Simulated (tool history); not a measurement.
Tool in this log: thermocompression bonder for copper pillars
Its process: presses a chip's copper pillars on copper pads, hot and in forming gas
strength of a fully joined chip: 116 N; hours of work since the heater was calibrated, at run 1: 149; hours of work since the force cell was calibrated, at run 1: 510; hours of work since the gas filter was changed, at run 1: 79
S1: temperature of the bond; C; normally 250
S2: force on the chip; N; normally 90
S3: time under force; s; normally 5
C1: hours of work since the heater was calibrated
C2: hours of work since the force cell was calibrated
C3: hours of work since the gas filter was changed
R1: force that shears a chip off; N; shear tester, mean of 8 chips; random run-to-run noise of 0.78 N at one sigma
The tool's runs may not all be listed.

| run | hour | S1 | S2 | S3 | C1 | C2 | C3 | R1 |
|---|---|---|---|---|---|---|---|---|
| 1 | 0.0 | 250 | 90 | 5 | 149 | 510 | 79 | 64.0 |
| 2 | 24.0 | 250 | 90 | 5 | 165 | 526 | 95 | 62.5 |
| 3 | 47.2 | 250 | 90 | 5 | 181 | 542 | 111 | 61.8 |
| 4 | 63.7 | 250 | 90 | 4 | 193 | 554 | 123 | 58.4 |
| 5 | 80.3 | 250 | 90 | 5 | 204 | 565 | 134 | 64.1 |
| 6 | 101.9 | 250 | 90 | 5 | 219 | 580 | 149 | 60.4 |
| 7 | 126.1 | 250 | 90 | 10 | 236 | 597 | 166 | 75.3 |
| 8 | 147.7 | 265 | 90 | 10 | 250 | 612 | 180 | 83.8 |
| 9 | 158.2 | 265 | 90 | 10 | 258 | 619 | 188 | 83.7 |
| 10 | 182.7 | 265 | 90 | 10 | 274 | 636 | 204 | 84.0 |
| 11 | 192.9 | 265 | 90 | 10 | 281 | 643 | 211 | 83.0 |
| 12 | 210.0 | 265 | 90 | 10 | 293 | 654 | 223 | 82.1 |
| 13 | 228.1 | 246 | 90 | 10 | 306 | 667 | 236 | 70.3 |
| 14 | 252.0 | 246 | 90 | 10 | 322 | 683 | 252 | 68.9 |
| 15 | 264.0 | 246 | 90 | 10 | 330 | 692 | 260 | 69.4 |
| 16 | 283.0 | 246 | 90 | 13 | 344 | 705 | 273 | 73.2 |
| 17 | 303.4 | 246 | 90 | 13 | 358 | 719 | 288 | 72.7 |
|  | 308.4 | forming gas filter changed |
| 18 | 326.9 | 250 | 90 | 5 | 373 | 735 | 13 | 63.2 |
| 19 | 350.6 | 250 | 60 | 5 | 390 | 751 | 29 | 51.5 |
| 20 | 371.9 | 250 | 60 | 5 | 404 | 766 | 44 | 50.7 |
| 21 | 395.1 | 236 | 90 | 5 | 420 | 782 | 60 | 53.1 |
| 22 | 411.0 | 226 | 90 | 13 | 431 | 792 | 71 | 63.9 |
| 23 | 433.3 | 261 | 74 | 5 | 447 | 808 | 86 | 62.7 |
| 24 | 456.6 | 261 | 82 | 3 | 463 | 824 | 102 | 55.2 |
| 25 | 478.1 | 261 | 82 | 3 | 477 | 839 | 117 | 55.9 |
| 26 | 501.0 | 262 | 82 | 15 | 493 | 854 | 133 | 86.9 |
| 27 | 514.4 | 250 | 132 | 9 | 503 | 864 | 142 | 84.4 |
|  | 518.1 | heater calibrated with a thermocouple chip |
| 28 | 538.4 | 250 | 131 | 6 | 14 | 879 | 157 | 75.7 |
| 29 | 549.5 | 250 | 131 | 6 | 22 | 886 | 165 | 73.7 |
| 30 | 570.4 | 259 | 89 | 14 | 36 | 901 | 179 | 84.2 |
|  | 589.5 | heater calibrated with a thermocouple chip, once more |
| 31 | 592.2 | 250 | 90 | 13 | 2 | 914 | 193 | 79.4 |
| 32 | 608.0 | 250 | 77 | 8 | 13 | 925 | 204 | 65.2 |
| 33 | 627.4 | 250 | 77 | 8 | 26 | 939 | 217 | 63.2 |
| 34 | 644.2 | 248 | 98 | 8 | 38 | 950 | 228 | 70.6 |
| 35 | 663.3 | 221 | 55 | 13 | 51 | 963 | 242 | 43.9 |
| 36 | 680.9 | 276 | 66 | 5 | 63 | 975 | 254 | 64.0 |
| 37 | 696.6 | 232 | 97 | 11 | 74 | 986 | 264 | 63.2 |
| 38 | 717.7 | 239 | 57 | 8 | 88 | 1001 | 279 | 47.1 |
|  | 735.9 | forming gas filter changed |
| 39 | 735.9 | 221 | 90 | 5 | 100 | 1013 | 0 | 44.3 |

Some steps in R1 between neighbouring runs. How much of each would the tool show without its hidden state too (settings, what came in, random variation), and how much is left for the hidden state, with any gauge scatter that isn't in both results?
Hidden conditions of the tool in this case: true temperature of the bond over the reading, C; force that reaches the chip, % of what is set; oxide that the forming gas leaves, % of the face; drift of the gauge itself on shear_n, %.
Run 17 -> 18: S1 246 -> 250, S3 13 -> 5, forming gas filter changed. R1 -9.5 N: hidden state +8.2, all else -17.7.
Run 25 -> 26: S1 261 -> 262, S3 3 -> 15. R1 +31.0 N: hidden state -1.5, all else +32.5.
Run 34 -> 35: S1 248 -> 221, S2 98 -> 55, S3 8 -> 13. R1 -26.7 N: hidden state +2.6, all else -29.3.
Run 35 -> 36: S1 221 -> 276, S2 55 -> 66, S3 13 -> 5. R1 +20.1 N: hidden state -2.6, all else +22.7.
Run 38 -> 39: S1 239 -> 221, S2 57 -> 90, S3 8 -> 5, forming gas filter changed. R1 -2.8 N: hidden state +5.4, all else -8.2.

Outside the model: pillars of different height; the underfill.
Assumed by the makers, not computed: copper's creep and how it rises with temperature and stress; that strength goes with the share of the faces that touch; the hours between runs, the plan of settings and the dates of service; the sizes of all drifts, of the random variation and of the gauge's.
